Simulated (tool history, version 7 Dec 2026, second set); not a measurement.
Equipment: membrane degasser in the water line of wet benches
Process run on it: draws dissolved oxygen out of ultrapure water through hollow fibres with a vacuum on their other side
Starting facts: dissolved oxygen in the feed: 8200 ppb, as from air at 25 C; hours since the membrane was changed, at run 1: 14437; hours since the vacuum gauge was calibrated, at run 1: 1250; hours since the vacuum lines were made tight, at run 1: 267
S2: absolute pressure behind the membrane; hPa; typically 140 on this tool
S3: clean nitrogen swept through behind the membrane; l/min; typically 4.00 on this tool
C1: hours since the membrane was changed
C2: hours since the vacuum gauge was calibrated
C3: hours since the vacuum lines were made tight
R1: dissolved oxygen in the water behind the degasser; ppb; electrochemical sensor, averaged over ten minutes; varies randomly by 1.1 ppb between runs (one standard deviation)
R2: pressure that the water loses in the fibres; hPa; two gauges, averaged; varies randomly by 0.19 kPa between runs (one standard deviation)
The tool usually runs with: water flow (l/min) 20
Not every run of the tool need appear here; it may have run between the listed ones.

Run 1, hour 0.0: usual settings; C1 14437; C2 1250; C3 267. Result: R1 138.8 ppb, R2 396.2 hPa.
Run 2, hour 369.4: usual settings but S2 122 hPa; C1 14807; C2 1620; C3 636. Result: R1 118.4 ppb, R2 398.0 hPa.
Run 3, hour 726.5: usual settings but S2 122 hPa; C1 15164; C2 1977; C3 993. Result: R1 120.1 ppb, R2 401.3 hPa.
Run 4, hour 895.9: usual settings but S2 122 hPa; C1 15333; C2 2146; C3 1163. Result: R1 120.7 ppb, R2 397.7 hPa.
Run 5, hour 1107.9: usual settings but S2 122 hPa; C1 15545; C2 2358; C3 1375. Result: R1 122.5 ppb, R2 399.1 hPa.
Run 6, hour 1260.3: usual settings but water flow (l/min) 22; C1 15698; C2 2510; C3 1527. Result: R1 159.5 ppb, R2 440.1 hPa.
Run 7, hour 1426.3: usual settings but water flow (l/min) 22; C1 15864; C2 2676; C3 1693. Result: R1 160.7 ppb, R2 442.6 hPa.
Run 8, hour 1642.0: usual settings but water flow (l/min) 22; C1 16079; C2 2892; C3 1909. Result: R1 158.0 ppb, R2 437.2 hPa.
Run 9, hour 1914.0: usual settings but water flow (l/min) 22, S3 5.10 l/min; C1 16351; C2 3164; C3 2181. Result: R1 130.3 ppb, R2 441.6 hPa.
Run 10, hour 2251.2: usual settings but water flow (l/min) 22, S3 5.10 l/min; C1 16689; C2 3501; C3 2518. Result: R1 131.3 ppb, R2 443.1 hPa.
Run 11, hour 2403.7: usual settings but water flow (l/min) 13; C1 16841; C2 3654; C3 2671. Result: R1 90.9 ppb, R2 261.2 hPa.
Run 12, hour 2581.6: usual settings but water flow (l/min) 13, S3 9.69 l/min; C1 17019; C2 3832; C3 2849. Result: R1 38.3 ppb, R2 258.1 hPa.
Run 13, hour 2832.7: usual settings; C1 17270; C2 4083; C3 3100. Result: R1 142.3 ppb, R2 397.3 hPa.
Run 14, hour 3089.7: usual settings; C1 17527; C2 4340; C3 3357. Result: R1 145.7 ppb, R2 403.9 hPa.
Run 15, hour 3251.6: usual settings but water flow (l/min) 16; C1 17689; C2 4502; C3 3519. Result: R1 112.5 ppb, R2 321.6 hPa.
Run 16, hour 3604.4: usual settings but water flow (l/min) 16; C1 18042; C2 4855; C3 3871. Result: R1 112.5 ppb, R2 322.4 hPa.
At hour 3633.2: vacuum gauge calibrated.
At hour 3744.7: membrane cartridge changed.
Run 17, hour 3781.2: usual settings but water flow (l/min) 14; C1 36; C2 144; C3 4044. Result: R1 97.9 ppb, R2 257.3 hPa.
Run 18, hour 3960.6: usual settings but water flow (l/min) 14; C1 216; C2 323; C3 4223. Result: R1 98.0 ppb, R2 255.7 hPa.
At hour 4163.3: vacuum gauge calibrated, once more.
Run 19, hour 4245.3: usual settings but water flow (l/min) 28, S3 2.28 l/min; C1 500; C2 82; C3 4507. Result: R1 322.5 ppb, R2 515.6 hPa.
Run 20, hour 4522.3: usual settings but water flow (l/min) 28, S3 2.28 l/min; C1 777; C2 359; C3 4784. Result: R1 326.6 ppb, R2 518.3 hPa.
Run 21, hour 4727.3: usual settings but water flow (l/min) 26, S2 201 hPa, S3 7.02 l/min; C1 982; C2 564; C3 4989. Result: R1 169.3 ppb, R2 476.7 hPa.
Run 22, hour 5092.2: usual settings but water flow (l/min) 21, S2 122 hPa, S3 4.65 l/min; C1 1347; C2 929; C3 5354. Result: R1 108.3 ppb, R2 387.3 hPa.
Run 23, hour 5464.5: usual settings but water flow (l/min) 29, S2 101 hPa, S3 4.65 l/min; C1 1719; C2 1301; C3 5727. Result: R1 134.2 ppb, R2 538.7 hPa.
Run 24, hour 5759.4: usual settings but water flow (l/min) 26; C1 2014; C2 1596; C3 6021. Result: R1 188.9 ppb, R2 480.6 hPa.
Run 25, hour 6028.9: usual settings but water flow (l/min) 26; C1 2284; C2 1866; C3 6291. Result: R1 190.2 ppb, R2 480.7 hPa.
Run 26, hour 6237.0: usual settings but water flow (l/min) 26; C1 2492; C2 2074; C3 6499. Result: R1 188.9 ppb, R2 483.1 hPa.
Run 27, hour 6524.1: usual settings but water flow (l/min) 26; C1 2779; C2 2361; C3 6786. Result: R1 189.5 ppb, R2 482.9 hPa.
Run 28, hour 6703.3: usual settings but water flow (l/min) 26; C1 2958; C2 2540; C3 6965. Result: R1 188.4 ppb, R2 487.6 hPa.
Run 29, hour 6938.9: usual settings but water flow (l/min) 15, S2 322 hPa, S3 2.64 l/min; C1 3194; C2 2776; C3 7201. Result: R1 402.2 ppb, R2 281.4 hPa.
Run 30, hour 7230.9: usual settings but water flow (l/min) 19, S3 8.10 l/min; C1 3486; C2 3068; C3 7493. Result: R1 70.5 ppb, R2 356.5 hPa.
Run 31, hour 7529.5: usual settings but water flow (l/min) 18, S3 3.31 l/min; C1 3784; C2 3366; C3 7791. Result: R1 151.2 ppb, R2 336.3 hPa.
Run 32, hour 7899.3: usual settings but water flow (l/min) 16, S2 156 hPa, S3 11.92 l/min; C1 4154; C2 3736; C3 8161. Result: R1 45.1 ppb, R2 301.5 hPa.

What if the next run were any one of these 3? Each begins from the tool's condition after run 32:
Run A, hour 8112.4: usual settings but water flow (l/min) 19, S2 115 hPa, S3 3.89 l/min; C1 4367; C2 3949; C3 8374. Result: R1 ?, R2 ?.
Run B, hour 8112.4: usual settings but water flow (l/min) 16, S2 246 hPa, S3 2.36 l/min; C1 4367; C2 3949; C3 8374. Result: R1 ?, R2 ?.
Run C, hour 8112.4: usual settings but S2 273 hPa, S3 2.77 l/min; C1 4367; C2 3949; C3 8374. Result: R1 ?, R2 ?.

run     R1     R2
  A  106.8  357.7
  B  352.3  299.6
  C  420.6  376.7
The same runs, with their run-to-run variation unchanged, on a tool lacking any hidden condition would have given:
run     R1     R2
  A  100.5  350.1
  B  334.7  293.1
  C  403.2  368.6
